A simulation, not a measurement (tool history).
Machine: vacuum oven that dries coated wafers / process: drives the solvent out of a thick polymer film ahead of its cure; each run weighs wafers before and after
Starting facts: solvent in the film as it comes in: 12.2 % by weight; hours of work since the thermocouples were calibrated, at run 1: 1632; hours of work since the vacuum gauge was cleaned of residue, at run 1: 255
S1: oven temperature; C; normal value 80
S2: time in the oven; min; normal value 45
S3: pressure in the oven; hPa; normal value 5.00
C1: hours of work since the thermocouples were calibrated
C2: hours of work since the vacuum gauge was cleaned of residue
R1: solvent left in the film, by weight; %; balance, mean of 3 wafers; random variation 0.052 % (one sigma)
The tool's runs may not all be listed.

run	hour	S1	S2	S3	C1	C2	R1
1	0.0	80	45	5.00	1632	255	1.53
2	8.2	80	45	5.00	1638	261	1.53
3	16.5	80	45	5.00	1645	268	1.57
4	31.0	80	45	5.00	1656	279	1.65
5	40.2	80	45	5.00	1663	286	1.56
6	49.2	80	45	5.00	1670	294	1.59
# hour 56.7: oven's thermocouples calibrated
7	59.2	80	45	5.00	2	300	1.54
8	67.3	80	45	5.00	8	306	1.58
9	77.0	80	45	5.00	16	314	1.58
10	84.9	91	45	4.44	22	320	0.66
11	93.3	80	45	14.68	29	327	3.58
12	102.5	80	45	14.68	36	334	3.60
13	114.2	80	45	9.01	45	343	2.38
14	123.3	80	45	9.01	52	350	2.42
15	140.6	85	45	9.93	66	364	1.88
16	150.6	85	47	15.30	74	372	2.79
17	158.5	85	47	15.30	80	378	2.78

Hidden state at the last listed run before each entry between runs and at the first one after, where it differs:
Between runs 6 and 7: oven's thermocouples calibrated (hour 56.7)
  true wafer temperature over the reading, C: 0.06 -> 0; true pressure over the reading, kPa: 0.002 -> 0.003

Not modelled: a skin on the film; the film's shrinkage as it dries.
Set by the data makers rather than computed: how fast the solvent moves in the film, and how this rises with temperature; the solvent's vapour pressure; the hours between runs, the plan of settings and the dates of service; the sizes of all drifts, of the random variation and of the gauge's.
